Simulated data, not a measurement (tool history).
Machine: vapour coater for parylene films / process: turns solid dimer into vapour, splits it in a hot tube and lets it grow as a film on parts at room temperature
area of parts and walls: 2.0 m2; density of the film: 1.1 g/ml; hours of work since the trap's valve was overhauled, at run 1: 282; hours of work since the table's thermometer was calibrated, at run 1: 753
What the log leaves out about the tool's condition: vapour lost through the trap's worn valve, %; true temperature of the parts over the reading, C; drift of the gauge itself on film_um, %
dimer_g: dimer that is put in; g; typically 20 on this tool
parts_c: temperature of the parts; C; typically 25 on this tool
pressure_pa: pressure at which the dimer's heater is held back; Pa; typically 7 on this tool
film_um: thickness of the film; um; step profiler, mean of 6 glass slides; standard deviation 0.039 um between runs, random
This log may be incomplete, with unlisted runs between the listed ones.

run   hour  dimer_g  parts_c  pressure_pa  hours of work since the trap's valve was overhauled  hours of work since the table's thermometer was calibrated  film_um
  1      0       20       25            7                                                  282                                                         753     4.12
  2   33.5       20       25            7                                                  304                                                         775     4.11
  3   63.9       20       28            7                                                  324                                                         795     3.66
  4   83.6       20       28            7                                                  338                                                         808      3.7
      91.8  -- trap's valve overhauled
  5  123.7       20       21            7                                                   21                                                         832      4.5
  6  164.3       20       35          6.4                                                   48                                                         859     2.77
     177.4  -- trap's valve overhauled, once more
  7  187.9       20       35          6.4                                                    7                                                         872     3.13
  8  216.7       20       35          6.4                                                   26                                                         891     3.13
  9  257.9        9       22        11.17                                                   53                                                         919     1.92
 10  287.5       26       20         2.35                                                   73                                                         938     8.75

Predict each of these 5 candidate next runs independently; none follows another, all start after run 10:
  A  318.7       20       25          7.3                                                   94                                                         959        ?
  B  318.7       30       32         2.06                                                   94                                                         959        ?
  C  318.7       12       25         5.79                                                   94                                                         959        ?
  D  318.7       26       22         2.35                                                   94                                                         959        ?
  E  318.7       26       29         2.35                                                   94                                                         959        ?

run  film_um
  A     4.22
  B     6.82
  C     2.65
  D     8.18
  E     6.33
With the hidden condition removed and each run's random variation left untouched, the same runs would have given:
run  film_um
  A     4.41
  B     7.14
  C     2.77
  D     8.56
  E     6.63
